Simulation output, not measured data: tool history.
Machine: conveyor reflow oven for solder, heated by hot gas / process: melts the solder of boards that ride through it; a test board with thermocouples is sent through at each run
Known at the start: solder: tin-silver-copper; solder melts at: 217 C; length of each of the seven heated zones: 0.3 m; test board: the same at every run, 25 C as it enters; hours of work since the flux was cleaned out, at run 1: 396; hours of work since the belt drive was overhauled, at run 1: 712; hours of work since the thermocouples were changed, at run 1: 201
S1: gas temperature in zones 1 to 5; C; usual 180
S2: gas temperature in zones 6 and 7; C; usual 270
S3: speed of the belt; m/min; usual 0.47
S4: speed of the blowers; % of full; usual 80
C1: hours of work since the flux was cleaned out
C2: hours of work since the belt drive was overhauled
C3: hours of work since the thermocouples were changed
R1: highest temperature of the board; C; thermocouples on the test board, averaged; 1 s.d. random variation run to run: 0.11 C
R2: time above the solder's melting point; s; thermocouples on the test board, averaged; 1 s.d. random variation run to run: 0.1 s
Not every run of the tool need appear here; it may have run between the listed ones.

Run 1, hour 0: usual settings; C1 396; C2 712; C3 201. Result: R1 262.1 C, R2 67.89 s.
At hour 8.3: flux residue cleaned out of gas plates and filters.
Run 2, hour 29.5: usual settings; C1 16; C2 730; C3 219. Result: R1 263.5 C, R2 68.59 s.
Run 3, hour 64.8: usual settings; C1 43; C2 757; C3 246. Result: R1 263.4 C, R2 68.47 s.
Run 4, hour 89.4: usual settings; C1 62; C2 776; C3 265. Result: R1 263.4 C, R2 68.41 s.
Run 5, hour 105: usual settings; C1 73; C2 788; C3 276. Result: R1 263.4 C, R2 68.46 s.
Run 6, hour 132: usual settings; C1 94; C2 808; C3 297. Result: R1 263.3 C, R2 68.49 s.
Run 7, hour 167: usual settings; C1 120; C2 835; C3 323. Result: R1 263.3 C, R2 68.42 s.
Run 8, hour 187.5: usual settings but S3 0.469 m/min; C1 136; C2 850; C3 339. Result: R1 263.5 C, R2 68.69 s.
Run 9, hour 211.8: usual settings but S3 0.469 m/min; C1 154; C2 869; C3 357. Result: R1 263.2 C, R2 68.53 s.
Run 10, hour 226.7: usual settings but S2 271 C; C1 166; C2 880; C3 369. Result: R1 264.6 C, R2 68.93 s.
Run 11, hour 260.4: usual settings but S2 271 C; C1 191; C2 905; C3 394. Result: R1 264.4 C, R2 69.01 s.
Run 12, hour 279.7: usual settings; C1 206; C2 920; C3 409. Result: R1 263.2 C, R2 68.27 s.
Run 13, hour 300.7: usual settings but S4 71 % of full; C1 222; C2 936; C3 425. Result: R1 262.1 C, R2 67.69 s.
Run 14, hour 329.3: usual settings but S4 71 % of full; C1 244; C2 958; C3 447. Result: R1 262.2 C, R2 67.92 s.
Run 15, hour 352.3: usual settings but S4 71 % of full; C1 261; C2 975; C3 464. Result: R1 262.2 C, R2 67.78 s.
Run 16, hour 373.8: usual settings but S4 71 % of full; C1 277; C2 992; C3 480. Result: R1 262.3 C, R2 67.75 s.
Run 17, hour 404.5: usual settings but S1 192 C, S2 259 C; C1 301; C2 1015; C3 504. Result: R1 253.6 C, R2 68.67 s.
Run 18, hour 420: usual settings but S1 192 C, S2 259 C; C1 312; C2 1027; C3 515. Result: R1 253.9 C, R2 68.6 s.
Run 19, hour 445.4: usual settings but S1 186 C, S2 263 C, S4 52 % of full; C1 332; C2 1046; C3 535. Result: R1 253.8 C, R2 64.86 s.
Run 20, hour 460.9: usual settings but S1 186 C, S2 263 C, S4 52 % of full; C1 343; C2 1058; C3 546. Result: R1 253.5 C, R2 64.85 s.
Run 21, hour 479.6: usual settings but S1 174 C, S2 265 C, S4 90 % of full; C1 358; C2 1072; C3 561. Result: R1 258.7 C, R2 64.56 s.
Run 22, hour 496.1: usual settings but S1 175 C, S2 258 C; C1 370; C2 1084; C3 573. Result: R1 251.2 C, R2 60.32 s.
Run 23, hour 515.5: usual settings but S1 175 C, S2 258 C; C1 385; C2 1099; C3 588. Result: R1 251.1 C, R2 60.25 s.
At hour 538: flux residue cleaned out of gas plates and filters.
Run 24, hour 548.5: usual settings but S1 193 C; C1 8; C2 1120; C3 609. Result: R1 265.2 C, R2 74.16 s.
Run 25, hour 570.9: usual settings but S1 193 C; C1 25; C2 1137; C3 626. Result: R1 265 C, R2 74.07 s.
Run 26, hour 598.9: usual settings but S1 193 C; C1 46; C2 1158; C3 647. Result: R1 265.2 C, R2 74.09 s.
Run 27, hour 617.4: usual settings but S1 193 C; C1 60; C2 1172; C3 661. Result: R1 265.1 C, R2 74.17 s.

Each row is a separate what-if for the run after 27, all from the same tool condition, not one after another. Results?
Run A, hour 637.5: usual settings but S1 192 C; C1 75; C2 1188; C3 677. Result: R1 ?, R2 ?.
Run B, hour 637.5: usual settings but S1 188 C, S3 0.384 m/min; C1 75; C2 1188; C3 677. Result: R1 ?, R2 ?.
Run C, hour 637.5: usual settings but S2 277 C; C1 75; C2 1188; C3 677. Result: R1 ?, R2 ?.
Run D, hour 637.5: usual settings but S2 279 C, S4 63 % of full; C1 75; C2 1188; C3 677. Result: R1 ?, R2 ?.

run     R1     R2
  A    265  73.73
  B  267.5  89.87
  C  270.8  71.77
  D  270.5  71.39
Stripped of hidden state, with their random variation kept, the same runs would have yielded:
run     R1     R2
  A    264  72.47
  B  266.5  88.39
  C  269.8  70.52
  D  269.4  70.08
